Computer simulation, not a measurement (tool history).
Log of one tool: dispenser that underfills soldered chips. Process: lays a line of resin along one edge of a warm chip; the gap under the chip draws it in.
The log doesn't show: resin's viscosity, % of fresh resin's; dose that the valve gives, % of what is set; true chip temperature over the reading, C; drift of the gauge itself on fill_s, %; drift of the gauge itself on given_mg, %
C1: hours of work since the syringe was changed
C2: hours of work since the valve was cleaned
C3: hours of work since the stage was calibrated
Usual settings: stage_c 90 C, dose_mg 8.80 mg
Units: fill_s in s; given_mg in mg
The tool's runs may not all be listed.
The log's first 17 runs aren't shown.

-- hour=95.5 new syringe of resin
-- hour=97.6 dispensing valve cleaned and set on the balance
run 18 hour=98.4 | stage_c=90 dose_mg=8.80 | C1=1 C2=1 C3=152 | fill_s=70.7 given_mg=8.79
run 19 hour=102.7 | stage_c=90 dose_mg=8.80 | C1=5 C2=4 C3=156 | fill_s=81.1 given_mg=8.76
-- hour=103.8 new syringe of resin
run 20 hour=110.0 | stage_c=90 dose_mg=10.49 | C1=5 C2=9 C3=161 | fill_s=79.0 given_mg=10.42
-- hour=111.2 new syringe of resin
run 21 hour=113.4 | stage_c=90 dose_mg=10.75 | C1=2 C2=12 C3=164 | fill_s=70.3 given_mg=10.68
run 22 hour=116.3 | stage_c=97 dose_mg=7.67 | C1=4 C2=14 C3=166 | fill_s=63.4 given_mg=7.62
-- hour=118.5 new syringe of resin
run 23 hour=122.7 | stage_c=97 dose_mg=7.67 | C1=3 C2=19 C3=171 | fill_s=61.5 given_mg=7.59
-- hour=126.0 new syringe of resin
run 24 hour=126.9 | stage_c=97 dose_mg=7.67 | C1=1 C2=22 C3=174 | fill_s=55.3 given_mg=7.59
-- hour=133.5 new syringe of resin
run 25 hour=133.5 | stage_c=97 dose_mg=7.67 | C1=0 C2=27 C3=179 | fill_s=53.6 given_mg=7.56
run 26 hour=136.8 | stage_c=89 dose_mg=8.64 | C1=3 C2=30 C3=181 | fill_s=78.0 given_mg=8.48
-- hour=141.1 new syringe of resin
run 27 hour=142.5 | stage_c=98 dose_mg=8.68 | C1=1 C2=34 C3=186 | fill_s=51.9 given_mg=8.52
-- hour=148.8 new syringe of resin
run 28 hour=149.7 | stage_c=87 dose_mg=11.14 | C1=1 C2=39 C3=191 | fill_s=76.6 given_mg=10.88
run 29 hour=155.0 | stage_c=93 dose_mg=11.06 | C1=5 C2=43 C3=195 | fill_s=72.9 given_mg=10.81
-- hour=156.5 new syringe of resin
run 30 hour=159.7 | stage_c=93 dose_mg=11.06 | C1=2 C2=47 C3=199 | fill_s=66.5 given_mg=10.81
-- hour=164.2 new syringe of resin
run 31 hour=164.3 | stage_c=93 dose_mg=11.06 | C1=0 C2=50 C3=202 | fill_s=60.6 given_mg=10.76
run 32 hour=169.0 | stage_c=104 dose_mg=8.24 | C1=4 C2=54 C3=206 | fill_s=50.3 given_mg=7.99
-- hour=171.7 new syringe of resin
run 33 hour=172.8 | stage_c=92 dose_mg=8.21 | C1=1 C2=57 C3=208 | fill_s=64.1 given_mg=7.97
-- hour=175.4 dispensing valve cleaned and set on the balance
-- hour=179.9 new syringe of resin
run 34 hour=180.5 | stage_c=85 dose_mg=8.40 | C1=0 C2=4 C3=213 | fill_s=78.4 given_mg=8.38

4 ways to go on from here, each from the tool as it stands after run 34. What would each give?
run A hour=185.4 | stage_c=77 dose_mg=9.29 | C1=4 C2=8 C3=217 | fill_s=? given_mg=?
run B hour=185.4 | stage_c=103 dose_mg=11.13 | C1=4 C2=8 C3=217 | fill_s=? given_mg=?
run C hour=185.4 | stage_c=101 dose_mg=9.44 | C1=4 C2=8 C3=217 | fill_s=? given_mg=?
run D hour=185.4 | stage_c=90 dose_mg=10.83 | C1=4 C2=8 C3=217 | fill_s=? given_mg=?

run=A fill_s=124.7 given_mg=9.23
run=B fill_s=51.5 given_mg=11.08
run=C fill_s=55.9 given_mg=9.37
run=D fill_s=77.5 given_mg=10.79
Without the tool's hidden state the same runs would have given:
run=A fill_s=102.0 given_mg=9.28
run=B fill_s=42.3 given_mg=11.13
run=C fill_s=46.0 given_mg=9.41
run=D fill_s=63.6 given_mg=10.84

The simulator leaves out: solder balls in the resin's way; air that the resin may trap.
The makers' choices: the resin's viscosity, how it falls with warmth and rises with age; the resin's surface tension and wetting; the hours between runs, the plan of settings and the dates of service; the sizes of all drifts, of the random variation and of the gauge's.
